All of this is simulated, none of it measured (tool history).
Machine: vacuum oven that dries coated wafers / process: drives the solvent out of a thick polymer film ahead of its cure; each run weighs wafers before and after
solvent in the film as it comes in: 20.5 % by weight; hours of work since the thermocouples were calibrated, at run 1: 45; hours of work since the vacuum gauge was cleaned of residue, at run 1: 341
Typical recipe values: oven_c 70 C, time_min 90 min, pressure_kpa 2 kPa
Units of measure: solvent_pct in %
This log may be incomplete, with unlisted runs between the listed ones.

run   hour  oven_c  time_min  pressure_kpa  hours of work since the thermocouples were calibrated  hours of work since the vacuum gauge was cleaned of residue  solvent_pct
  1      0      70        90             2                                                     45                                                          341         2.45
  2   18.8      67        90             2                                                     55                                                          351         3.44
  3   37.8      67        90          1.34                                                     64                                                          361         3.21
  4   53.7      70        72             2                                                     72                                                          369         3.46
  5   74.9      70        72             2                                                     83                                                          379         3.35
  6   96.9      70        72             2                                                     94                                                          390         3.37
  7  114.7      70       108             2                                                    103                                                          399         1.99
  8  133.7      70       108             2                                                    113                                                          409         1.96
  9  149.4      63       108             2                                                    121                                                          417         4.21
 10  170.8      63       108             2                                                    131                                                          428         4.19
 11  181.6      59        66          7.99                                                    137                                                          433        11.72
 12  197.4      70       158             2                                                    145                                                          441          1.3
 13  212.3      70       158             2                                                    152                                                          449         1.34
 14  228.8      70       158             2                                                    161                                                          457         1.32
 15  248.2      70       158             2                                                    171                                                          467         1.27
 16  259.8      69        47           1.1                                                    176                                                          473         5.71
 17  274.1      83        90          3.06                                                    184                                                          480         0.99

Branching from run 17: 3 alternative next runs. What would each branch give?
  A  284.4      57        64          4.39                                                    189                                                          485            ?
  B  284.4      81       159             2                                                    189                                                          485            ?
  C  284.4      70        70          3.52                                                    189                                                          485            ?

run  solvent_pct
  A        10.94
  B         0.68
  C         4.16
With no hidden state in the tool, these same runs would have given:
run  solvent_pct
  A        10.84
  B         0.63
  C         4.07
